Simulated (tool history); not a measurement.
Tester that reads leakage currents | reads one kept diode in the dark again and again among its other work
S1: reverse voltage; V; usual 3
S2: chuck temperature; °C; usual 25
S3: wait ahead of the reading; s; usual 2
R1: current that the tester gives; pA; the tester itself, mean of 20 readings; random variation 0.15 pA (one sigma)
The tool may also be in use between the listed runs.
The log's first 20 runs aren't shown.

run    hour     S1  S2    S3      R1
 21   883.3  10.45  47  6.91  376.66
 22   929.3  10.45  47  6.91  374.89
 23   966.2   1.01  48  0.67  141.53
 24   991.6   4.58  25     2   61.74
 25  1040.7   4.58  25     2   61.78
 26  1090.2   3.63  25   0.7   56.24
 27  1122.7   3.63  25  1.09   55.94
 28  1174.7   3.63  25  1.09   56.32
 29  1220.6   3.63  25  1.09   56.28
 30  1265.4   4.95  23  0.78   57.26
 31  1315.2   1.56  37  0.46   87.26
 32  1368.7    1.3  49  0.81     171
 33    1416    9.8  42  2.53  275.05
 34  1473.5      3  25  0.51   53.16
 35  1501.3   7.81  58  0.51  654.26
 36  1545.1   7.81  26  0.38   89.74
 37  1591.3   4.17  25  5.11   61.02
 38  1639.2   3.63  53   7.4  347.11
 39  1692.2   3.63  53   7.4  348.68
 40  1719.1   3.63  53   7.4  348.46

Forecast each of these 4 alternatives for the next run:
  A  1757  15.01  53  6.82   ?
  B  1757   3.63  28  1.13   ?
  C  1757   2.79  53  8.91   ?
  D  1757   3.63  26   7.4   ?

run      R1
  A  659.32
  B   71.57
  C  311.43
  D   61.47
Without the tool's hidden state the same runs would have given:
run      R1
  A   609.5
  B   64.66
  C  289.83
  D   55.24

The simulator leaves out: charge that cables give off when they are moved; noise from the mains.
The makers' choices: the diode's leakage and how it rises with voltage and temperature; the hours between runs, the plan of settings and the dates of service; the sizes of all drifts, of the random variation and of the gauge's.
